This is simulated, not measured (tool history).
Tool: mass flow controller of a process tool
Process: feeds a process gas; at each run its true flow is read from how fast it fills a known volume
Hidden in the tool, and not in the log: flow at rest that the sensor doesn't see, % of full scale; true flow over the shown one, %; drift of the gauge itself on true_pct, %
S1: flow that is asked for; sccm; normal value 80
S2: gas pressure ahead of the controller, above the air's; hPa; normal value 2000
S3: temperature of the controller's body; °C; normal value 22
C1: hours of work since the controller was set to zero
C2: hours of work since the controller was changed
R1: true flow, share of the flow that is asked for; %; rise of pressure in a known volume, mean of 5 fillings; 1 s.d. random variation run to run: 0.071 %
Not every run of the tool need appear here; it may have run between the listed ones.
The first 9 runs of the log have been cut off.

run 10 hour=560.9 | S1=80 S2=2000 S3=25 | C1=1066 C2=1066 | R1=99.67
run 11 hour=608.3 | S1=80 S2=2000 S3=25 | C1=1092 C2=1092 | R1=99.77
run 12 hour=649.2 | S1=80 S2=2000 S3=22 | C1=1115 C2=1115 | R1=99.70
run 13 hour=706.7 | S1=80 S2=2000 S3=22 | C1=1148 C2=1148 | R1=99.61
run 14 hour=747.8 | S1=80 S2=2000 S3=22 | C1=1171 C2=1171 | R1=99.57
run 15 hour=833.9 | S1=80 S2=2000 S3=22 | C1=1219 C2=1219 | R1=99.71
run 16 hour=899.5 | S1=48 S2=2000 S3=22 | C1=1256 C2=1256 | R1=99.54
run 17 hour=972.8 | S1=48 S2=2000 S3=22 | C1=1298 C2=1298 | R1=99.47
run 18 hour=1027.0 | S1=80 S2=2000 S3=22 | C1=1328 C2=1328 | R1=99.56
run 19 hour=1075.1 | S1=80 S2=2000 S3=22 | C1=1355 C2=1355 | R1=99.63
run 20 hour=1140.3 | S1=80 S2=2000 S3=27 | C1=1392 C2=1392 | R1=99.89
run 21 hour=1184.5 | S1=80 S2=2160 S3=22 | C1=1417 C2=1417 | R1=99.54
run 22 hour=1278.4 | S1=80 S2=2160 S3=22 | C1=1470 C2=1470 | R1=99.60
run 23 hour=1347.0 | S1=80 S2=2160 S3=22 | C1=1509 C2=1509 | R1=99.54
run 24 hour=1436.1 | S1=80 S2=2000 S3=22 | C1=1559 C2=1559 | R1=99.65
run 25 hour=1478.1 | S1=80 S2=2000 S3=22 | C1=1583 C2=1583 | R1=99.62
run 26 hour=1536.1 | S1=43 S2=2000 S3=39 | C1=1615 C2=1615 | R1=100.72
run 27 hour=1617.7 | S1=80 S2=2030 S3=31 | C1=1661 C2=1661 | R1=100.12
run 28 hour=1707.9 | S1=23 S2=2100 S3=38 | C1=1712 C2=1712 | R1=100.56

For run 29, what comes out?
run 29 hour=1776.7 | S1=23 S2=2100 S3=38 | C1=1751 C2=1751 | R1=?

R1: 100.58 %
Without the tool's hidden state the same run would have given R1 100.60 %.

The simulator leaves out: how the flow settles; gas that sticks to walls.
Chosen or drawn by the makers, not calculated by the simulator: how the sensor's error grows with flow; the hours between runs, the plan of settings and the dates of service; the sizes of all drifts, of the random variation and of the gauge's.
